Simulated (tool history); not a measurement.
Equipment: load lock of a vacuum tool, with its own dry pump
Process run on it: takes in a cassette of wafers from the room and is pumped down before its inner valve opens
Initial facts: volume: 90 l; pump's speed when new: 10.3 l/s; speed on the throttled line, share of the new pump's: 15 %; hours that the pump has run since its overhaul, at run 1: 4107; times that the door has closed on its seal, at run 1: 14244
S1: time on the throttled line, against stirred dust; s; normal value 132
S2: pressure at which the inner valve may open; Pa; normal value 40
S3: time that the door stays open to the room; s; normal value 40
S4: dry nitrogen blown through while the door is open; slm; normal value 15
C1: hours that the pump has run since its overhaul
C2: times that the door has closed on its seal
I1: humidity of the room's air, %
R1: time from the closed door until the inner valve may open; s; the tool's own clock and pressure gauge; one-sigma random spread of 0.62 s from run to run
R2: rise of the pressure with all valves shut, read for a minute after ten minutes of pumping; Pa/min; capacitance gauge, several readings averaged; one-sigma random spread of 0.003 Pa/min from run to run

| run | hour | S1 | S2 | S3 | S4 | C1 | C2 | I1 | R1 | R2 |
|---|---|---|---|---|---|---|---|---|---|---|
| 1 | 0 | 132 | 40 | 40 | 15 | 4107 | 14244 | 46.2 | 183.9 | 0.074 |
| 2 | 68.5 | 132 | 40 | 40 | 15 | 4176 | 14356 | 48.3 | 183.9 | 0.074 |
| 3 | 177.4 | 132 | 40 | 72 | 15 | 4285 | 14535 | 44.1 | 182.6 | 0.082 |
| 4 | 242.1 | 132 | 40 | 72 | 15 | 4350 | 14641 | 47.2 | 183.2 | 0.084 |
| 5 | 346.5 | 132 | 40 | 145 | 15 | 4454 | 14812 | 47.3 | 183 | 0.098 |
| 6 | 445.7 | 231 | 69 | 50 | 8 | 4553 | 14975 | 49.6 | 260.2 | 0.091 |
| 7 | 555.2 | 231 | 69 | 50 | 8 | 4663 | 15155 | 43 | 262 | 0.08 |
| 8 | 649.4 | 132 | 29 | 123 | 20 | 4757 | 15310 | 50.2 | 186.3 | 0.095 |
| 9 | 759.1 | 132 | 29 | 123 | 22 | 4867 | 15490 | 44 | 186.7 | 0.086 |

Run 10, settings as shown, results not yet in. Your forecast:
| 10 | 840 | 88 | 53 | 40 | 15 | 4947 | 15623 | 44.9 | ? | ? |

Run 10 produced R1 143.8 s, R2 0.081 Pa/min.
Without the tool's hidden state the same run would have given R1 141.2 s, R2 0.02 Pa/min.

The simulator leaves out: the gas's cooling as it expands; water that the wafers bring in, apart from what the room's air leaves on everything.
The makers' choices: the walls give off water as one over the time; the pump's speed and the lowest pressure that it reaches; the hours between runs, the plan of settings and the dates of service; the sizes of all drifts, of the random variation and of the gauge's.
